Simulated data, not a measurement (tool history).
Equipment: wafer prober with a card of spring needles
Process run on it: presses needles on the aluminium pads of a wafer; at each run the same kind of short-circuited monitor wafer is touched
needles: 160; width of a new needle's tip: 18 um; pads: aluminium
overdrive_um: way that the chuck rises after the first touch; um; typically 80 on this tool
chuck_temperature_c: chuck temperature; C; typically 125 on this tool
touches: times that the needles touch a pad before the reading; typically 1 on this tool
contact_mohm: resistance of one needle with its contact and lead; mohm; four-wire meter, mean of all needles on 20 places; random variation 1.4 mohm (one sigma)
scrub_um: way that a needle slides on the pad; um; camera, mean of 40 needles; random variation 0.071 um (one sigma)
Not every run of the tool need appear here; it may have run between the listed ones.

{"run": 1, "day": 0.0, "overdrive_um": 80, "chuck_temperature_c": 125, "touches": 1, "contact_mohm": 126, "scrub_um": 13.4}
{"day": 0.254, "done": "tips cleaned on abrasive film"}
{"day": 0.512, "done": "tips cleaned on abrasive film"}
{"day": 0.717, "done": "tips cleaned on abrasive film"}
{"day": 0.971, "done": "tips cleaned on abrasive film"}
{"day": 1.179, "done": "tips cleaned on abrasive film"}
{"day": 1.433, "done": "tips cleaned on abrasive film"}
{"day": 1.688, "done": "tips cleaned on abrasive film"}
{"day": 1.896, "done": "tips cleaned on abrasive film"}
{"day": 2.15, "done": "tips cleaned on abrasive film"}
{"day": 2.354, "done": "tips cleaned on abrasive film"}
{"day": 2.854, "done": "card fitted with new needles"}
{"day": 3.112, "done": "tips cleaned on abrasive film"}
{"day": 3.367, "done": "tips cleaned on abrasive film"}
{"day": 3.621, "done": "tips cleaned on abrasive film"}
{"day": 3.829, "done": "tips cleaned on abrasive film"}
{"run": 2, "day": 3.871, "overdrive_um": 80, "chuck_temperature_c": 125, "touches": 1, "contact_mohm": 127, "scrub_um": 13.53}
{"day": 4.075, "done": "tips cleaned on abrasive film"}
{"day": 4.283, "done": "tips cleaned on abrasive film"}
{"day": 4.538, "done": "tips cleaned on abrasive film"}
{"day": 4.742, "done": "tips cleaned on abrasive film"}
{"day": 5.0, "done": "tips cleaned on abrasive film"}
{"day": 5.254, "done": "tips cleaned on abrasive film"}
{"day": 5.458, "done": "tips cleaned on abrasive film"}
{"day": 5.717, "done": "tips cleaned on abrasive film"}
{"day": 5.921, "done": "tips cleaned on abrasive film"}
{"day": 6.175, "done": "tips cleaned on abrasive film"}
{"day": 6.433, "done": "tips cleaned on abrasive film"}
{"day": 6.688, "done": "tips cleaned on abrasive film"}
{"day": 6.942, "done": "tips cleaned on abrasive film"}
{"day": 7.15, "done": "tips cleaned on abrasive film"}
{"run": 3, "day": 7.246, "overdrive_um": 80, "chuck_temperature_c": 125, "touches": 1, "contact_mohm": 137, "scrub_um": 13.56}
{"day": 7.4, "done": "tips cleaned on abrasive film"}
{"day": 7.658, "done": "tips cleaned on abrasive film"}
{"day": 7.912, "done": "tips cleaned on abrasive film"}
{"day": 8.117, "done": "tips cleaned on abrasive film"}
{"day": 8.375, "done": "tips cleaned on abrasive film"}
{"day": 8.629, "done": "tips cleaned on abrasive film"}
{"day": 8.883, "done": "tips cleaned on abrasive film"}
{"day": 9.092, "done": "tips cleaned on abrasive film"}
{"day": 9.346, "done": "tips cleaned on abrasive film"}
{"day": 9.6, "done": "tips cleaned on abrasive film"}
{"day": 9.808, "done": "tips cleaned on abrasive film"}
{"day": 10.062, "done": "tips cleaned on abrasive film"}
{"day": 10.321, "done": "tips cleaned on abrasive film"}
{"day": 10.575, "done": "tips cleaned on abrasive film"}
{"day": 10.779, "done": "tips cleaned on abrasive film"}
{"run": 4, "day": 10.9, "overdrive_um": 92, "chuck_temperature_c": 125, "touches": 1, "contact_mohm": 133, "scrub_um": 15.41}
{"day": 11.004, "done": "tips cleaned on abrasive film"}
{"day": 11.208, "done": "tips cleaned on abrasive film"}
{"day": 11.467, "done": "tips cleaned on abrasive film"}
{"day": 11.721, "done": "tips cleaned on abrasive film"}
{"day": 11.925, "done": "tips cleaned on abrasive film"}
{"day": 12.183, "done": "tips cleaned on abrasive film"}
{"day": 12.438, "done": "tips cleaned on abrasive film"}
{"day": 12.642, "done": "tips cleaned on abrasive film"}
{"day": 12.9, "done": "tips cleaned on abrasive film"}
{"day": 13.154, "done": "tips cleaned on abrasive film"}
{"day": 13.408, "done": "tips cleaned on abrasive film"}
{"day": 13.667, "done": "tips cleaned on abrasive film"}
{"day": 13.921, "done": "tips cleaned on abrasive film"}
{"day": 14.175, "done": "tips cleaned on abrasive film"}
{"day": 14.433, "done": "tips cleaned on abrasive film"}
{"day": 14.688, "done": "tips cleaned on abrasive film"}
{"run": 5, "day": 14.771, "overdrive_um": 80, "chuck_temperature_c": 125, "touches": 1, "contact_mohm": 133, "scrub_um": 13.29}
{"day": 14.925, "done": "tips cleaned on abrasive film"}
{"day": 15.179, "done": "tips cleaned on abrasive film"}
{"day": 15.383, "done": "tips cleaned on abrasive film"}
{"day": 15.642, "done": "tips cleaned on abrasive film"}
{"day": 15.896, "done": "tips cleaned on abrasive film"}
{"day": 16.1, "done": "tips cleaned on abrasive film"}
{"day": 16.358, "done": "tips cleaned on abrasive film"}
{"day": 16.612, "done": "tips cleaned on abrasive film"}
{"day": 16.871, "done": "tips cleaned on abrasive film"}
{"day": 17.075, "done": "tips cleaned on abrasive film"}
{"day": 17.329, "done": "tips cleaned on abrasive film"}
{"day": 17.588, "done": "tips cleaned on abrasive film"}
{"day": 17.792, "done": "tips cleaned on abrasive film"}
{"run": 6, "day": 17.8, "overdrive_um": 80, "chuck_temperature_c": 125, "touches": 1, "contact_mohm": 125, "scrub_um": 13.22}
{"day": 18.004, "done": "tips cleaned on abrasive film"}
{"day": 18.258, "done": "tips cleaned on abrasive film"}
{"day": 18.517, "done": "tips cleaned on abrasive film"}
{"day": 18.721, "done": "tips cleaned on abrasive film"}
{"day": 18.975, "done": "tips cleaned on abrasive film"}
{"day": 19.038, "done": "height of the first contact set anew"}
{"day": 19.246, "done": "tips cleaned on abrasive film"}
{"day": 19.5, "done": "tips cleaned on abrasive film"}
{"day": 19.754, "done": "tips cleaned on abrasive film"}
{"day": 20.012, "done": "tips cleaned on abrasive film"}
{"day": 20.267, "done": "tips cleaned on abrasive film"}
{"day": 20.525, "done": "tips cleaned on abrasive film"}
{"day": 20.779, "done": "tips cleaned on abrasive film"}
{"day": 21.033, "done": "tips cleaned on abrasive film"}
{"day": 21.242, "done": "tips cleaned on abrasive film"}
{"day": 21.496, "done": "tips cleaned on abrasive film"}
{"run": 7, "day": 21.642, "overdrive_um": 80, "chuck_temperature_c": 125, "touches": 1, "contact_mohm": 142, "scrub_um": 13.63}
{"day": 21.75, "done": "tips cleaned on abrasive film"}
{"day": 22.004, "done": "tips cleaned on abrasive film"}
{"day": 22.258, "done": "tips cleaned on abrasive film"}
{"day": 22.467, "done": "tips cleaned on abrasive film"}
{"day": 22.721, "done": "tips cleaned on abrasive film"}
{"day": 22.925, "done": "tips cleaned on abrasive film"}
{"day": 23.183, "done": "tips cleaned on abrasive film"}
{"day": 23.388, "done": "tips cleaned on abrasive film"}
{"day": 23.642, "done": "tips cleaned on abrasive film"}
{"day": 23.9, "done": "tips cleaned on abrasive film"}
{"day": 24.104, "done": "tips cleaned on abrasive film"}
{"day": 24.358, "done": "tips cleaned on abrasive film"}
{"day": 24.617, "done": "tips cleaned on abrasive film"}
{"day": 24.871, "done": "tips cleaned on abrasive film"}
{"day": 25.075, "done": "tips cleaned on abrasive film"}
{"day": 25.333, "done": "tips cleaned on abrasive film"}
{"day": 25.538, "done": "tips cleaned on abrasive film"}
{"run": 8, "day": 25.604, "overdrive_um": 80, "chuck_temperature_c": 125, "touches": 1, "contact_mohm": 134, "scrub_um": 13.49}
{"day": 25.758, "done": "tips cleaned on abrasive film"}
{"day": 26.017, "done": "tips cleaned on abrasive film"}
{"day": 26.271, "done": "tips cleaned on abrasive film"}
{"day": 26.475, "done": "tips cleaned on abrasive film"}
{"day": 26.733, "done": "tips cleaned on abrasive film"}
{"day": 26.988, "done": "tips cleaned on abrasive film"}
{"day": 27.192, "done": "tips cleaned on abrasive film"}
{"day": 27.45, "done": "tips cleaned on abrasive film"}
{"day": 27.654, "done": "tips cleaned on abrasive film"}
{"day": 27.908, "done": "tips cleaned on abrasive film"}
{"day": 28.167, "done": "tips cleaned on abrasive film"}
{"day": 28.371, "done": "tips cleaned on abrasive film"}
{"day": 28.575, "done": "tips cleaned on abrasive film"}
{"day": 28.783, "done": "tips cleaned on abrasive film"}
{"run": 9, "day": 28.804, "overdrive_um": 80, "chuck_temperature_c": 125, "touches": 1, "contact_mohm": 126, "scrub_um": 13.29}
{"day": 29.012, "done": "tips cleaned on abrasive film"}
{"day": 29.267, "done": "tips cleaned on abrasive film"}
{"day": 29.471, "done": "tips cleaned on abrasive film"}
{"day": 29.729, "done": "tips cleaned on abrasive film"}
{"day": 29.983, "done": "tips cleaned on abrasive film"}
{"day": 30.238, "done": "tips cleaned on abrasive film"}
{"day": 30.446, "done": "tips cleaned on abrasive film"}
{"day": 30.65, "done": "tips cleaned on abrasive film"}
{"day": 30.904, "done": "tips cleaned on abrasive film"}
{"day": 31.112, "done": "tips cleaned on abrasive film"}
{"run": 10, "day": 31.233, "overdrive_um": 80, "chuck_temperature_c": 47, "touches": 2, "contact_mohm": 125, "scrub_um": 13.15}
{"day": 31.338, "done": "tips cleaned on abrasive film"}
{"day": 31.592, "done": "tips cleaned on abrasive film"}
{"day": 31.846, "done": "tips cleaned on abrasive film"}
{"day": 32.104, "done": "tips cleaned on abrasive film"}
{"day": 32.358, "done": "tips cleaned on abrasive film"}
{"day": 32.562, "done": "tips cleaned on abrasive film"}
{"day": 32.821, "done": "tips cleaned on abrasive film"}
{"day": 33.025, "done": "tips cleaned on abrasive film"}
{"day": 33.279, "done": "tips cleaned on abrasive film"}
{"day": 33.538, "done": "tips cleaned on abrasive film"}
{"day": 33.792, "done": "tips cleaned on abrasive film"}
{"day": 34.046, "done": "tips cleaned on abrasive film"}
{"day": 34.254, "done": "tips cleaned on abrasive film"}
{"day": 34.508, "done": "tips cleaned on abrasive film"}
{"run": 11, "day": 34.562, "overdrive_um": 80, "chuck_temperature_c": 51, "touches": 1, "contact_mohm": 128, "scrub_um": 13.16}
{"day": 34.717, "done": "tips cleaned on abrasive film"}
{"day": 34.925, "done": "tips cleaned on abrasive film"}
{"day": 35.179, "done": "tips cleaned on abrasive film"}
{"day": 35.242, "done": "height of the first contact set anew"}
{"day": 35.446, "done": "tips cleaned on abrasive film"}
{"day": 35.654, "done": "tips cleaned on abrasive film"}
{"day": 35.908, "done": "tips cleaned on abrasive film"}
{"day": 36.162, "done": "tips cleaned on abrasive film"}
{"run": 12, "day": 36.275, "overdrive_um": 87, "chuck_temperature_c": 55, "touches": 1, "contact_mohm": 127, "scrub_um": 14.79}
{"day": 36.379, "done": "tips cleaned on abrasive film"}
{"day": 36.583, "done": "tips cleaned on abrasive film"}
{"day": 36.838, "done": "tips cleaned on abrasive film"}
{"day": 37.046, "done": "tips cleaned on abrasive film"}
{"day": 37.3, "done": "tips cleaned on abrasive film"}
{"day": 37.504, "done": "tips cleaned on abrasive film"}
{"day": 37.762, "done": "tips cleaned on abrasive film"}
{"day": 38.017, "done": "tips cleaned on abrasive film"}
{"day": 38.271, "done": "tips cleaned on abrasive film"}
{"day": 38.529, "done": "tips cleaned on abrasive film"}
{"day": 38.733, "done": "tips cleaned on abrasive film"}
{"run": 13, "day": 38.888, "overdrive_um": 65, "chuck_temperature_c": 48, "touches": 1, "contact_mohm": 160, "scrub_um": 10.97}
{"day": 38.942, "done": "tips cleaned on abrasive film"}
{"day": 39.2, "done": "tips cleaned on abrasive film"}
{"day": 39.454, "done": "tips cleaned on abrasive film"}
{"day": 39.658, "done": "tips cleaned on abrasive film"}
{"day": 39.917, "done": "tips cleaned on abrasive film"}
{"day": 40.171, "done": "tips cleaned on abrasive film"}
{"day": 40.429, "done": "tips cleaned on abrasive film"}
{"day": 40.633, "done": "tips cleaned on abrasive film"}
{"day": 40.888, "done": "tips cleaned on abrasive film"}
{"day": 41.146, "done": "tips cleaned on abrasive film"}
{"day": 41.4, "done": "tips cleaned on abrasive film"}
{"day": 41.654, "done": "tips cleaned on abrasive film"}
{"day": 41.862, "done": "tips cleaned on abrasive film"}
{"run": 14, "day": 41.967, "overdrive_um": 65, "chuck_temperature_c": 48, "touches": 1, "contact_mohm": 150, "scrub_um": 10.86}
{"day": 42.071, "done": "tips cleaned on abrasive film"}
{"day": 42.275, "done": "tips cleaned on abrasive film"}
{"day": 42.479, "done": "tips cleaned on abrasive film"}
{"day": 42.738, "done": "tips cleaned on abrasive film"}
{"day": 42.992, "done": "tips cleaned on abrasive film"}
{"day": 43.246, "done": "tips cleaned on abrasive film"}
{"day": 43.454, "done": "tips cleaned on abrasive film"}
{"day": 43.708, "done": "tips cleaned on abrasive film"}
{"day": 43.962, "done": "tips cleaned on abrasive film"}
{"day": 44.171, "done": "tips cleaned on abrasive film"}
{"day": 44.425, "done": "tips cleaned on abrasive film"}
{"run": 15, "day": 44.467, "overdrive_um": 79, "chuck_temperature_c": 48, "touches": 1, "contact_mohm": 124, "scrub_um": 13.03}

What if the next run were any one of these 3? Each begins from the tool's condition after run 15:
{"day": 44.671, "done": "tips cleaned on abrasive film"}
{"day": 44.875, "done": "tips cleaned on abrasive film"}
{"day": 45.083, "done": "tips cleaned on abrasive film"}
{"day": 45.338, "done": "tips cleaned on abrasive film"}
{"day": 45.592, "done": "tips cleaned on abrasive film"}
{"day": 45.8, "done": "tips cleaned on abrasive film"}
{"day": 46.054, "done": "tips cleaned on abrasive film"}
{"day": 46.308, "done": "tips cleaned on abrasive film"}
{"day": 46.567, "done": "tips cleaned on abrasive film"}
{"day": 46.771, "done": "tips cleaned on abrasive film"}
{"day": 47.025, "done": "tips cleaned on abrasive film"}
{"day": 47.283, "done": "tips cleaned on abrasive film"}
{"day": 47.538, "done": "tips cleaned on abrasive film"}
{"day": 47.742, "done": "tips cleaned on abrasive film"}
{"run": "A", "day": 47.933, "overdrive_um": 79, "chuck_temperature_c": 28, "touches": 2, "contact_mohm": "?", "scrub_um": "?"}
{"day": 44.671, "done": "tips cleaned on abrasive film"}
{"day": 44.875, "done": "tips cleaned on abrasive film"}
{"day": 45.083, "done": "tips cleaned on abrasive film"}
{"day": 45.338, "done": "tips cleaned on abrasive film"}
{"day": 45.592, "done": "tips cleaned on abrasive film"}
{"day": 45.8, "done": "tips cleaned on abrasive film"}
{"day": 46.054, "done": "tips cleaned on abrasive film"}
{"day": 46.308, "done": "tips cleaned on abrasive film"}
{"day": 46.567, "done": "tips cleaned on abrasive film"}
{"day": 46.771, "done": "tips cleaned on abrasive film"}
{"day": 47.025, "done": "tips cleaned on abrasive film"}
{"day": 47.283, "done": "tips cleaned on abrasive film"}
{"day": 47.538, "done": "tips cleaned on abrasive film"}
{"day": 47.742, "done": "tips cleaned on abrasive film"}
{"run": "B", "day": 47.933, "overdrive_um": 80, "chuck_temperature_c": 115, "touches": 2, "contact_mohm": "?", "scrub_um": "?"}
{"day": 44.671, "done": "tips cleaned on abrasive film"}
{"day": 44.875, "done": "tips cleaned on abrasive film"}
{"day": 45.083, "done": "tips cleaned on abrasive film"}
{"day": 45.338, "done": "tips cleaned on abrasive film"}
{"day": 45.592, "done": "tips cleaned on abrasive film"}
{"day": 45.8, "done": "tips cleaned on abrasive film"}
{"day": 46.054, "done": "tips cleaned on abrasive film"}
{"day": 46.308, "done": "tips cleaned on abrasive film"}
{"day": 46.567, "done": "tips cleaned on abrasive film"}
{"day": 46.771, "done": "tips cleaned on abrasive film"}
{"day": 47.025, "done": "tips cleaned on abrasive film"}
{"day": 47.283, "done": "tips cleaned on abrasive film"}
{"day": 47.538, "done": "tips cleaned on abrasive film"}
{"day": 47.742, "done": "tips cleaned on abrasive film"}
{"run": "C", "day": 47.933, "overdrive_um": 92, "chuck_temperature_c": 48, "touches": 2, "contact_mohm": "?", "scrub_um": "?"}

run=A contact_mohm=134 scrub_um=13.14
run=B contact_mohm=142 scrub_um=13.24
run=C contact_mohm=128 scrub_um=15.27
Take away the tool's hidden state, keep each run's random variation, and the runs would have read:
run=A contact_mohm=105 scrub_um=13.53
run=B contact_mohm=117 scrub_um=13.63
run=C contact_mohm=107 scrub_um=15.66
